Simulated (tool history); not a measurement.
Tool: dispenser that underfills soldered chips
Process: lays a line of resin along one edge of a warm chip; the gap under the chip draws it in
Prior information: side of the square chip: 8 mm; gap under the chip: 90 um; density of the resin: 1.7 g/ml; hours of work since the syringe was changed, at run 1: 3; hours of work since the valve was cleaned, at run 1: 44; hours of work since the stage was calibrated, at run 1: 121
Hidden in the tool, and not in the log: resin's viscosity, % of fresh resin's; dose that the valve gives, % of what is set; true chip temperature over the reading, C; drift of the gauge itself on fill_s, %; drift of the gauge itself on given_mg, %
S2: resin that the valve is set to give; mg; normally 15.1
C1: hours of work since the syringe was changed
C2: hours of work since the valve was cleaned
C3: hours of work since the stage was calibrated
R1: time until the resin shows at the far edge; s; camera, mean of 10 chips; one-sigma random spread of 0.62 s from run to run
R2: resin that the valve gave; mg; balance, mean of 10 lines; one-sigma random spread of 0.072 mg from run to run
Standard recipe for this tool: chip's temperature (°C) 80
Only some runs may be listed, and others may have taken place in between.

{"run": 1, "day": 0.0, "chip's temperature (°C)": 80, "S2": 15.1, "C1": 3, "C2": 44, "C3": 121, "R1": 63.2, "R2": 14.75}
{"run": 2, "day": 0.271, "chip's temperature (°C)": 80, "S2": 15.1, "C1": 8, "C2": 49, "C3": 126, "R1": 88.4, "R2": 14.6}
{"day": 0.525, "done": "new syringe of resin"}
{"run": 3, "day": 0.525, "chip's temperature (°C)": 80, "S2": 18.3, "C1": 0, "C2": 53, "C3": 130, "R1": 50.6, "R2": 17.67}
{"run": 4, "day": 0.896, "chip's temperature (°C)": 80, "S2": 18.3, "C1": 6, "C2": 60, "C3": 137, "R1": 80.3, "R2": 17.5}
{"day": 1.125, "done": "dispensing valve cleaned and set on the balance"}
{"day": 1.275, "done": "new syringe of resin"}
{"run": 5, "day": 1.308, "chip's temperature (°C)": 80, "S2": 18.3, "C1": 1, "C2": 3, "C3": 143, "R1": 53.1, "R2": 18.48}
{"run": 6, "day": 1.583, "chip's temperature (°C)": 80, "S2": 15.1, "C1": 5, "C2": 8, "C3": 148, "R1": 75, "R2": 15.02}
{"day": 1.975, "done": "new syringe of resin"}
{"run": 7, "day": 1.975, "chip's temperature (°C)": 80, "S2": 15.1, "C1": 0, "C2": 14, "C3": 155, "R1": 51.6, "R2": 14.85}
{"run": 8, "day": 2.288, "chip's temperature (°C)": 80, "S2": 15.1, "C1": 5, "C2": 20, "C3": 160, "R1": 75.3, "R2": 14.78}
{"day": 2.688, "done": "new syringe of resin"}
{"run": 9, "day": 2.704, "chip's temperature (°C)": 80, "S2": 15.1, "C1": 0, "C2": 27, "C3": 167, "R1": 53.6, "R2": 14.79}
{"run": 10, "day": 2.933, "chip's temperature (°C)": 80, "S2": 15.1, "C1": 4, "C2": 31, "C3": 171, "R1": 69.2, "R2": 14.65}
{"run": 11, "day": 3.129, "chip's temperature (°C)": 80, "S2": 15.1, "C1": 8, "C2": 34, "C3": 175, "R1": 89.6, "R2": 14.72}
{"day": 3.396, "done": "new syringe of resin"}
{"run": 12, "day": 3.396, "chip's temperature (°C)": 80, "S2": 15.1, "C1": 0, "C2": 39, "C3": 179, "R1": 52.7, "R2": 14.59}
{"run": 13, "day": 3.612, "chip's temperature (°C)": 80, "S2": 14.8, "C1": 4, "C2": 43, "C3": 183, "R1": 67.4, "R2": 14.3}
{"run": 14, "day": 3.967, "chip's temperature (°C)": 80, "S2": 14.8, "C1": 10, "C2": 49, "C3": 189, "R1": 102.4, "R2": 14.35}
{"day": 4.108, "done": "new syringe of resin"}
{"run": 15, "day": 4.288, "chip's temperature (°C)": 80, "S2": 14.8, "C1": 3, "C2": 54, "C3": 194, "R1": 66.4, "R2": 14.19}
{"run": 16, "day": 4.496, "chip's temperature (°C)": 80, "S2": 14.8, "C1": 7, "C2": 58, "C3": 198, "R1": 83.9, "R2": 14.17}
{"day": 4.808, "done": "dispensing valve cleaned and set on the balance"}
{"day": 4.842, "done": "new syringe of resin"}
{"run": 17, "day": 4.888, "chip's temperature (°C)": 76, "S2": 13.2, "C1": 1, "C2": 1, "C3": 204, "R1": 62.4, "R2": 13.3}
{"run": 18, "day": 5.192, "chip's temperature (°C)": 69, "S2": 17.8, "C1": 6, "C2": 6, "C3": 209, "R1": 107.9, "R2": 17.77}
{"day": 5.546, "done": "new syringe of resin"}
{"run": 19, "day": 5.55, "chip's temperature (°C)": 82, "S2": 13.3, "C1": 0, "C2": 13, "C3": 215, "R1": 48.8, "R2": 13.13}
{"run": 20, "day": 5.733, "chip's temperature (°C)": 69, "S2": 15.8, "C1": 3, "C2": 16, "C3": 218, "R1": 90.6, "R2": 15.56}
{"run": 21, "day": 5.942, "chip's temperature (°C)": 70, "S2": 14.1, "C1": 7, "C2": 19, "C3": 222, "R1": 113.9, "R2": 13.82}
{"run": 22, "day": 6.171, "chip's temperature (°C)": 70, "S2": 14.1, "C1": 11, "C2": 23, "C3": 226, "R1": 143.6, "R2": 13.92}
{"day": 6.258, "done": "new syringe of resin"}
{"run": 23, "day": 6.575, "chip's temperature (°C)": 66, "S2": 18, "C1": 5, "C2": 30, "C3": 233, "R1": 112.9, "R2": 17.58}
{"day": 6.954, "done": "new syringe of resin"}
{"run": 24, "day": 6.967, "chip's temperature (°C)": 93, "S2": 15.8, "C1": 0, "C2": 37, "C3": 240, "R1": 34.3, "R2": 15.42}
{"run": 25, "day": 7.308, "chip's temperature (°C)": 94, "S2": 15.8, "C1": 6, "C2": 43, "C3": 245, "R1": 49.4, "R2": 15.42}
{"day": 7.642, "done": "new syringe of resin"}
{"run": 26, "day": 7.642, "chip's temperature (°C)": 80, "S2": 13.4, "C1": 0, "C2": 48, "C3": 251, "R1": 52.1, "R2": 12.93}
{"run": 27, "day": 8.05, "chip's temperature (°C)": 80, "S2": 13.4, "C1": 7, "C2": 56, "C3": 258, "R1": 84.9, "R2": 12.75}
{"day": 8.354, "done": "new syringe of resin"}
{"run": 28, "day": 8.367, "chip's temperature (°C)": 84, "S2": 14.2, "C1": 0, "C2": 61, "C3": 264, "R1": 46.8, "R2": 13.58}
{"day": 8.517, "done": "dispensing valve cleaned and set on the balance"}
{"run": 29, "day": 8.733, "chip's temperature (°C)": 84, "S2": 14.2, "C1": 6, "C2": 4, "C3": 269, "R1": 66.4, "R2": 14.18}
{"run": 30, "day": 8.917, "chip's temperature (°C)": 75, "S2": 16.5, "C1": 9, "C2": 7, "C3": 272, "R1": 106.4, "R2": 16.35}

Predict each of these 3 candidate next runs independently; none follows another, all start after run 30:
{"day": 9.088, "done": "new syringe of resin"}
{"run": "A", "day": 9.271, "chip's temperature (°C)": 73, "S2": 15.1, "C1": 3, "C2": 13, "C3": 278, "R1": "?", "R2": "?"}
{"day": 9.088, "done": "new syringe of resin"}
{"run": "B", "day": 9.271, "chip's temperature (°C)": 92, "S2": 18.9, "C1": 3, "C2": 13, "C3": 278, "R1": "?", "R2": "?"}
{"day": 9.088, "done": "new syringe of resin"}
{"run": "C", "day": 9.271, "chip's temperature (°C)": 91, "S2": 15.4, "C1": 3, "C2": 13, "C3": 278, "R1": "?", "R2": "?"}

run=A R1=77.7 R2=14.83
run=B R1=41.9 R2=18.72
run=C R1=45.6 R2=15.29
Without the tool's unlogged condition, the same runs would have read:
run=A R1=66.5 R2=14.97
run=B R1=35.6 R2=18.89
run=C R1=38.9 R2=15.44
